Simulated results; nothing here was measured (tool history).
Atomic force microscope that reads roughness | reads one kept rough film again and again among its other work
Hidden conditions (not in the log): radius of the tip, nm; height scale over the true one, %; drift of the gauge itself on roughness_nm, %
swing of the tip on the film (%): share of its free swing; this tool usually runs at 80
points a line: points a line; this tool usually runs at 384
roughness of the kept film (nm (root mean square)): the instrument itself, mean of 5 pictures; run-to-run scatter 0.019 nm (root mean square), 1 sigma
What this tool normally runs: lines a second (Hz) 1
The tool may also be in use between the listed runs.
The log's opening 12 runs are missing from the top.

run	day	lines a second (Hz)	swing of the tip on the film (%)	points a line	pictures with this tip	hours of work since the height scale was calibrated	roughness of the kept film (nm (root mean square))
13	6.775	1	80	384	42	451	4.256
# day 6.871: height scale calibrated on a step standard
14	7.383	1	80	384	60	7	4.166
15	8.108	2.63	80	384	83	17	3.602
16	8.421	2.63	80	384	93	21	3.559
17	9.125	2.63	80	298	115	30	3.452
18	9.45	1.08	80	584	125	35	3.813
19	9.938	0.97	66	936	141	41	3.953
20	10.679	0.97	66	936	164	51	3.839
21	10.996	2.26	85	1019	174	55	3.203
# day 11.379: height scale calibrated on a step standard, once more
22	11.575	2.26	85	1019	191	3	3.155
23	11.979	1	72	384	204	8	3.597
24	12.292	1	76	467	214	12	3.525
25	12.696	1	76	467	227	18	3.493
# day 13.054: new tip fitted
26	13.254	1.01	76	262	7	25	4.48
27	13.792	1.78	66	384	24	32	4.393
28	14.475	1.78	66	384	46	41	4.267
29	15.088	1.78	66	384	65	50	4.143
30	15.633	1.16	56	511	82	57	4.253
31	16.121	1.16	56	511	98	63	4.178
32	16.871	3.72	83	384	121	74	3.079

Run 33 has not been measured yet. What should we expect?
33	17.267	3.28	90	384	134	79	?

Logged for run 33: roughness of the kept film (nm (root mean square)) 2.876.
With no hidden state in the tool, this same run would have given roughness of the kept film (nm (root mean square)) 3.45.

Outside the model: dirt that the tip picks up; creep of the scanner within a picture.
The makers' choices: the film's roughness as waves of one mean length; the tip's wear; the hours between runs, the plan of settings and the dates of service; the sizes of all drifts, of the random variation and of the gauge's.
